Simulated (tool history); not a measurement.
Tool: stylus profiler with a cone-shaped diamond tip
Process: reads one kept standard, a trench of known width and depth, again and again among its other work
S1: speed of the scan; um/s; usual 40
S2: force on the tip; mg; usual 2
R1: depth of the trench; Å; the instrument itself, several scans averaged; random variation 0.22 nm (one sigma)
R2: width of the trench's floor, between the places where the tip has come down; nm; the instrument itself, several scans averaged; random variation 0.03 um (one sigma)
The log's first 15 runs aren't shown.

run,hour,S1,S2,R1,R2
16,1001,40,2,10012.7,42170
17,1084.8,40,1.32,10000.5,42030
# hour 1090.5: height scale calibrated on a step standard, once more
18,1126.2,69,1.91,10042.3,41910
# hour 1177.1: new tip fitted, height scale calibrated
19,1197.4,40,1.61,10030.6,45790
20,1236,40,1.61,10031.3,45790
21,1272.6,40,1.61,10031.7,45740
22,1355.2,13,5.67,10076.9,45860
23,1441,37,1.98,10034.4,45550
24,1494.4,22,0.84,10011.6,45560
25,1559.1,22,0.84,10010.6,45510
26,1614.6,124,5.74,10073.8,45130
27,1679.8,44,1.83,10025,45250
28,1720.2,25,2.4,10033.1,45360
29,1762.1,25,2.4,10030.9,45350
30,1808.8,32,4.93,10057.9,45330
31,1868.3,32,1.02,10004.4,45090
32,1940,62,4.8,10057.4,45090

Forecast each of these 3 alternatives for the next run:
A,1976.4,42,4.9,?,?
B,1976.4,44,3.53,?,?
C,1976.4,105,5.51,?,?

run,R1,R2
A,10059.1,45070
B,10036.2,45000
C,10061.9,44860
Without the tool's hidden state the same runs would have given:
run,R1,R2
A,10085.9,45840
B,10063,45760
C,10088.7,45620

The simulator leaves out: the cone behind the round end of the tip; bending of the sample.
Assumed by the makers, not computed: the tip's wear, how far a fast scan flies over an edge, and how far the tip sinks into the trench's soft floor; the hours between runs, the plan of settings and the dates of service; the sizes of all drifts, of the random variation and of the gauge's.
